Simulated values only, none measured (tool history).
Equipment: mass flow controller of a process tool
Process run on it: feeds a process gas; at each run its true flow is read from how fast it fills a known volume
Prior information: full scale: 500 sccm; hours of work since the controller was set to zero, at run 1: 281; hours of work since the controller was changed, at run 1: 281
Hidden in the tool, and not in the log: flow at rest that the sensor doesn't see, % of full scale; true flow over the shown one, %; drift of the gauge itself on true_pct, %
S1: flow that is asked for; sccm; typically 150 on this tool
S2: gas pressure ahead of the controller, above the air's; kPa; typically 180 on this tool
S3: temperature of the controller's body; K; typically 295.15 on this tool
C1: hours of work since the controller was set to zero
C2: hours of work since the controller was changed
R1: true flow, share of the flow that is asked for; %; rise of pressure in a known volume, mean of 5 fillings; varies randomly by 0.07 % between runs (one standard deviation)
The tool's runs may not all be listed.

run   hour   S1   S2      S3   C1   C2     R1
  1      0  150  180  295.15  281  281  98.69
  2   42.4  150  180  295.15  308  308  98.78
  3   98.6  150  180  295.15  344  344   98.8
  4  165.8  149  180  295.15  388  388  98.62
  5  240.1  150  180  295.15  436  436  98.58
  6  271.6  150  180  295.15  456  456  98.71
  7  344.8  150  157  295.15  503  503   98.6
  8  376.9  150  180  295.15  524  524  98.67
  9  416.3  150  180  295.15  550  550  98.67
 10  491.6   64  227  304.15  598  598  98.18
 11  556.7   64  227  304.15  640  640  98.26
 12  587.9  382  264  305.15  661  661  99.23
 13    648  148  279  301.15  700  700   98.5
 14    698  150  165  295.15  732  732  98.59
 15  754.3   81  255  307.15  768  768  98.01
 16  800.7   90  189  293.15  798  798  98.79
 17  843.1  289  189  302.15  826  826  98.65

Consider 4 possible next runs. They are alternatives, not a sequence: every one starts from the tool as it was left by run 17. What does each give?
  A  910.1   56  171  295.15  869  869   ?
  B  910.1  367  191  293.15  869  869   ?
  C  910.1  213  157  296.15  869  869   ?
  D  910.1  489  142  302.15  869  869   ?

run     R1
  A  98.83
  B  99.69
  C  98.76
  D  99.39
With the hidden condition removed and each run's random variation left untouched, the same runs would have given:
run     R1
  A  98.05
  B  99.73
  C   98.7
  D  99.47
